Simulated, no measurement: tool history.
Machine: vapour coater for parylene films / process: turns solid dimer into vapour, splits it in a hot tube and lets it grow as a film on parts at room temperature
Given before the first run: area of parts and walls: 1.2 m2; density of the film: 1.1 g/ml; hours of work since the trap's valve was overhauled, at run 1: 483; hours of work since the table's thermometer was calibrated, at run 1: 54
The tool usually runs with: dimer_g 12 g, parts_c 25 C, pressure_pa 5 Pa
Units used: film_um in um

run,hour,dimer_g,parts_c,pressure_pa,hours of work since the trap's valve was overhauled,hours of work since the table's thermometer was calibrated,film_um
1,0,12,25,5,483,54,4.162
2,16.3,12,25,5,490,61,4.183
3,40.3,12,25,5,500,71,4.17
4,61,12,25,5,509,80,4.172
5,88.7,12,25,2.81,521,92,4.617
6,103.4,12,20,2.81,527,98,5.188
# hour 125.8: trap's valve overhauled
7,133.7,12,20,2.81,3,109,5.224
8,153.5,12,25,10.53,12,118,3.677
9,174.6,12,25,2.24,21,127,4.827
10,194.4,12,25,2.24,29,135,4.809
11,216.8,12,30,2.24,39,145,4.288
12,242.5,12,30,2.24,50,156,4.298
13,261.8,12,25,5,58,164,4.177
14,284.5,12,25,5,68,174,4.183
15,305.2,12,25,5,77,183,4.167
16,332.4,12,18,5,89,195,4.928
17,348.1,18,18,3.27,95,201,7.978
18,362.7,8,24,2.36,102,208,3.242
19,390.1,8,24,2.36,113,219,3.258
20,408.2,7,24,2.36,121,227,2.844
21,422.6,10,37,2.88,127,233,2.906
22,450.8,18,21,2.18,140,245,7.966
23,478.1,18,21,2.18,151,257,7.982
24,496,18,20,3.48,159,265,7.513
25,516.2,13,36,11.28,168,274,3.019
26,543.6,13,36,11.28,179,285,3.043
27,558.3,18,20,4.85,186,292,7.054
28,582.6,17,20,3.41,196,302,7.136
29,604.9,7,19,4.82,206,312,2.817
30,622.4,8,25,7.91,213,319,2.57
31,635.5,22,25,5,219,325,7.659
32,648,22,25,5,224,330,7.666

4 ways to go on from here, each from the tool as it stands after run 32. What would each give?
A,659.8,12,27,3.83,229,335,?
B,659.8,14,27,5,229,335,?
C,659.8,13,21,5.42,229,335,?
D,659.8,12,25,2.51,229,335,?

run,film_um
A,4.19
B,4.635
C,4.903
D,4.709
Take away the tool's hidden state, keep each run's random variation, and the runs would have read:
run,film_um
A,4.192
B,4.637
C,4.905
D,4.711

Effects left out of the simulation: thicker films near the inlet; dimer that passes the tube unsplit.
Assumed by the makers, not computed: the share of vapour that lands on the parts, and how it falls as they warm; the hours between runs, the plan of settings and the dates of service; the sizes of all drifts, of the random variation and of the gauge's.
